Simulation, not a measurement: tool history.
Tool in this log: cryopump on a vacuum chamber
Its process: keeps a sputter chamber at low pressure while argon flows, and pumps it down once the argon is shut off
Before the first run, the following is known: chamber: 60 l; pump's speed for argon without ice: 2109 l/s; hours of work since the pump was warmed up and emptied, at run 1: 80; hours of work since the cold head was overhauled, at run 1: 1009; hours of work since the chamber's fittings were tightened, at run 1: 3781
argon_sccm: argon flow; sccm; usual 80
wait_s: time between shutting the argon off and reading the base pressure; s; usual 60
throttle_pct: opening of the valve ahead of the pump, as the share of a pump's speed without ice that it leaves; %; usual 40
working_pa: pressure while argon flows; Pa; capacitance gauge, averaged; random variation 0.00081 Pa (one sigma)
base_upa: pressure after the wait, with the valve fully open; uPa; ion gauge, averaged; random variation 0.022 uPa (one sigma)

run	day	argon_sccm	wait_s	throttle_pct	hours of work since the pump was warmed up and emptied	hours of work since the cold head was overhauled	hours of work since the chamber's fittings were tightened	working_pa	base_upa
1	0	80	60	40	80	1009	3781	0.1628	2.54
2	2.488	80	60	40	110	1038	3811	0.162	2.62
3	3.525	80	60	40	122	1051	3824	0.1625	2.63
4	5.796	80	60	40	149	1078	3851	0.1628	2.62
5	7.312	80	60	40	167	1096	3869	0.1655	2.65
6	8.567	80	60	40	182	1111	3884	0.1636	2.67
# day 9.242: leaking fittings of the chamber tightened, without venting
7	10.317	80	60	40	202	1131	13	0.163	0.71
8	12.125	80	60	40	224	1152	34	0.1641	0.73
9	13.433	80	60	40	239	1168	50	0.1642	0.73
10	15.558	43	55	45	265	1193	75	0.0789	0.79
11	17.129	71	69	54	284	1212	94	0.1093	0.64
12	19.492	71	69	54	312	1240	122	0.1104	0.71
13	21.979	92	31	23	342	1270	152	0.3266	1.31
14	23.85	80	60	37	364	1292	174	0.1786	0.79

5 options for the next run, each taken on its own from the tool as it stands now. Forecast them:
A	25.262	49	29	43	381	1309	191	?	?
B	25.262	106	60	40	381	1309	191	?	?
C	25.262	56	104	37	381	1309	191	?	?
D	25.262	112	60	56	381	1309	191	?	?
E	25.262	139	60	46	381	1309	191	?	?

run	working_pa	base_upa
A	0.0947	1.37
B	0.221	0.83
C	0.1267	0.6
D	0.1687	0.83
E	0.2512	0.79
Had the tool no hidden state, the same runs would have come out as:
run	working_pa	base_upa
A	0.0908	1.25
B	0.2126	0.71
C	0.1223	0.48
D	0.1599	0.71
E	0.2403	0.67
